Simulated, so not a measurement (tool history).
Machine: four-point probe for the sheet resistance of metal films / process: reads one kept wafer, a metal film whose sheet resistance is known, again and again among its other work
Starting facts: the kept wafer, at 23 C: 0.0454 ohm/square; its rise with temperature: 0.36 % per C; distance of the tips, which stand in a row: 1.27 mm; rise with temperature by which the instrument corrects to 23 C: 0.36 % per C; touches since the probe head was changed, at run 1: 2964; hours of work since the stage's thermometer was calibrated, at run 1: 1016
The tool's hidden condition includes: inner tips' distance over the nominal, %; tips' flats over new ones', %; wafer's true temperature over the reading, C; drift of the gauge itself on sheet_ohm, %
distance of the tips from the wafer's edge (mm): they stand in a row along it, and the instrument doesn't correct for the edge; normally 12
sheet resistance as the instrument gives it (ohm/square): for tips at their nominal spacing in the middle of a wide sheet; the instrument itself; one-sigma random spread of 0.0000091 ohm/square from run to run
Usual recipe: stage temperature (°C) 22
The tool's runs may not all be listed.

run,hour,stage temperature (°C),distance of the tips from the wafer's edge (mm),touches since the probe head was changed,hours of work since the stage's thermometer was calibrated,sheet resistance as the instrument gives it (ohm/square)
1,0.0,22,12,2964,1016,0.045711
2,20.5,22,12,3314,1030,0.045720
3,37.8,22,12,3608,1041,0.045718
4,59.6,22,12,3980,1056,0.045724
5,79.8,22,12,4323,1069,0.045709
6,96.3,22,12,4604,1080,0.045707
7,111.4,22,12,4861,1090,0.045726
8,132.0,22,12,5212,1104,0.045727
9,151.4,22,12,5543,1117,0.045708
10,172.6,22,12,5904,1131,0.045718
11,195.6,22,12,6296,1146,0.045719
12,211.5,22,12,6567,1157,0.045714
13,224.9,22,12,6795,1166,0.045712
14,239.6,33,4,7046,1176,0.047771
15,254.4,33,4,7298,1185,0.047781
16,276.7,31,4,7677,1200,0.047743
17,296.0,19,68,8007,1213,0.045459
18,315.0,28,7,8330,1226,0.046230
19,335.0,18,5,8671,1239,0.046969
20,350.1,26,55,8928,1249,0.045473
21,360.3,26,55,9102,1256,0.045450
22,375.0,25,30,9353,1266,0.045490
23,397.8,33,12,9741,1281,0.045724

Each row is a separate what-if for the run after 23, all from the same tool condition, not one after another. Results?
A,412.7,22,6,9994,1291,?
B,412.7,18,5,9994,1291,?
C,412.7,28,12,9994,1291,?
D,412.7,23,18,9994,1291,?

run,sheet resistance as the instrument gives it (ohm/square)
A,0.046514
B,0.046949
C,0.045714
D,0.045557
Without the tool's hidden state the same runs would have given:
run,sheet resistance as the instrument gives it (ohm/square)
A,0.046475
B,0.046910
C,0.045674
D,0.045518
